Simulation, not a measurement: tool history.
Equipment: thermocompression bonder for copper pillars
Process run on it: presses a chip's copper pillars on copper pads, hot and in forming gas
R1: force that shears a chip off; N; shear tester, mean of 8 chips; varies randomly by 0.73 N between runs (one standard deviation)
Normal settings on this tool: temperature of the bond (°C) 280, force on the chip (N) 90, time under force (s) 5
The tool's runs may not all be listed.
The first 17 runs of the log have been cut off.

{"run": 18, "hour": 300.0, "temperature of the bond (°C)": 290, "force on the chip (N)": 90, "time under force (s)": 4, "R1": 55.5}
{"run": 19, "hour": 311.2, "temperature of the bond (°C)": 290, "force on the chip (N)": 90, "time under force (s)": 4, "R1": 55.2}
{"run": 20, "hour": 324.4, "temperature of the bond (°C)": 290, "force on the chip (N)": 90, "time under force (s)": 4, "R1": 55.9}
{"run": 21, "hour": 335.4, "temperature of the bond (°C)": 290, "force on the chip (N)": 90, "time under force (s)": 4, "R1": 55.2}
{"run": 22, "hour": 354.4, "temperature of the bond (°C)": 290, "force on the chip (N)": 90, "time under force (s)": 4, "R1": 56.5}
{"run": 23, "hour": 372.8, "temperature of the bond (°C)": 290, "force on the chip (N)": 135, "time under force (s)": 4, "R1": 77.1}
{"run": 24, "hour": 392.1, "temperature of the bond (°C)": 290, "force on the chip (N)": 135, "time under force (s)": 4, "R1": 78.8}
{"run": 25, "hour": 414.3, "temperature of the bond (°C)": 284, "force on the chip (N)": 106, "time under force (s)": 5, "R1": 63.6}
{"run": 26, "hour": 426.8, "temperature of the bond (°C)": 264, "force on the chip (N)": 57, "time under force (s)": 6, "R1": 28.8}
{"run": 27, "hour": 446.3, "temperature of the bond (°C)": 278, "force on the chip (N)": 90, "time under force (s)": 5, "R1": 52.4}
{"run": 28, "hour": 464.5, "temperature of the bond (°C)": 252, "force on the chip (N)": 118, "time under force (s)": 6, "R1": 50.4}
{"run": 29, "hour": 483.6, "temperature of the bond (°C)": 264, "force on the chip (N)": 72, "time under force (s)": 13, "R1": 50.1}
{"hour": 492.2, "done": "forming gas filter changed"}
{"run": 30, "hour": 502.7, "temperature of the bond (°C)": 294, "force on the chip (N)": 114, "time under force (s)": 4, "R1": 71.3}
{"run": 31, "hour": 525.5, "temperature of the bond (°C)": 294, "force on the chip (N)": 114, "time under force (s)": 4, "R1": 71.0}
{"run": 32, "hour": 546.1, "temperature of the bond (°C)": 296, "force on the chip (N)": 123, "time under force (s)": 13, "R1": 99.4}
{"run": 33, "hour": 566.8, "temperature of the bond (°C)": 283, "force on the chip (N)": 133, "time under force (s)": 6, "R1": 79.1}

Consider 3 possible next runs. They are alternatives, not a sequence: every one starts from the tool as it was left by run 33. What does each give?
{"run": "A", "hour": 582.9, "temperature of the bond (°C)": 280, "force on the chip (N)": 103, "time under force (s)": 5, "R1": "?"}
{"run": "B", "hour": 582.9, "temperature of the bond (°C)": 283, "force on the chip (N)": 66, "time under force (s)": 7, "R1": "?"}
{"run": "C", "hour": 582.9, "temperature of the bond (°C)": 295, "force on the chip (N)": 111, "time under force (s)": 5, "R1": "?"}

run=A R1=59.2
run=B R1=47.3
run=C R1=73.9
With the hidden condition removed and each run's random variation left untouched, the same runs would have given:
run=A R1=59.3
run=B R1=47.4
run=C R1=74.0
